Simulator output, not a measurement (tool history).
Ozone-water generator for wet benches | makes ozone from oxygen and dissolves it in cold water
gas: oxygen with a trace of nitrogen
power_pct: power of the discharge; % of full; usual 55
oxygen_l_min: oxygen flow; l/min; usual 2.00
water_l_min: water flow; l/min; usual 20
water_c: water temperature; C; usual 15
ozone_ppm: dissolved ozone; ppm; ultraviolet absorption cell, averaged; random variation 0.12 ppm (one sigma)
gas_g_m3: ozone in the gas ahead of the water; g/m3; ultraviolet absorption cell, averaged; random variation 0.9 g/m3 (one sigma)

run	hour	power_pct	oxygen_l_min	water_l_min	water_c	ozone_ppm	gas_g_m3
1	0.0	55	2.00	20	15	9.8	149.6
2	18.3	55	2.00	13	15	14.0	148.3
3	40.4	55	2.00	19	15	10.3	149.4
4	55.6	55	2.00	19	15	10.1	151.1
5	87.6	55	2.00	19	15	10.0	150.0
6	104.0	55	1.48	19	15	8.9	167.7
7	121.3	55	1.48	19	15	9.0	167.5
8	152.8	55	1.48	19	15	9.0	167.1
9	170.3	55	1.48	19	15	8.9	168.5
10	198.7	55	2.88	20	15	11.1	130.9
11	214.5	55	2.00	21	15	9.5	149.4
12	244.4	55	2.00	21	15	9.4	149.1
13	270.6	55	2.00	21	15	9.2	149.7
14	296.4	55	2.00	21	9	9.6	149.7
15	311.2	94	2.38	13	12	25.3	229.2
16	326.8	69	1.81	30	14	8.0	193.5
17	342.3	45	2.00	20	17	7.9	124.2
18	357.4	55	1.89	20	15	9.7	151.0
19	387.4	49	2.00	18	15	9.8	133.2
20	410.6	58	1.09	20	15	7.9	196.8
21	442.2	42	2.00	14	17	10.1	116.4
22	469.7	91	2.00	15	15	20.2	238.6
23	501.2	73	2.00	20	15	12.8	193.1
24	522.1	55	2.00	20	12	10.0	150.1
25	536.3	55	2.97	18	12	12.8	128.8
26	554.7	55	2.97	18	12	12.7	129.8
27	575.7	55	1.13	25	12	6.2	184.9
28	598.8	55	1.13	25	12	6.2	184.8

3 ways to go on from here, each from the tool as it stands after run 28. What would each give?
A	615.3	55	2.00	15	18	?	?
B	615.3	55	2.00	20	7	?	?
C	615.3	55	3.18	32	13	?	?

run	ozone_ppm	gas_g_m3
A	12.3	149.9
B	10.3	149.2
C	8.1	126.0
Without the tool's hidden state the same runs would have given:
run	ozone_ppm	gas_g_m3
A	12.3	149.9
B	10.3	149.2
C	8.1	126.0
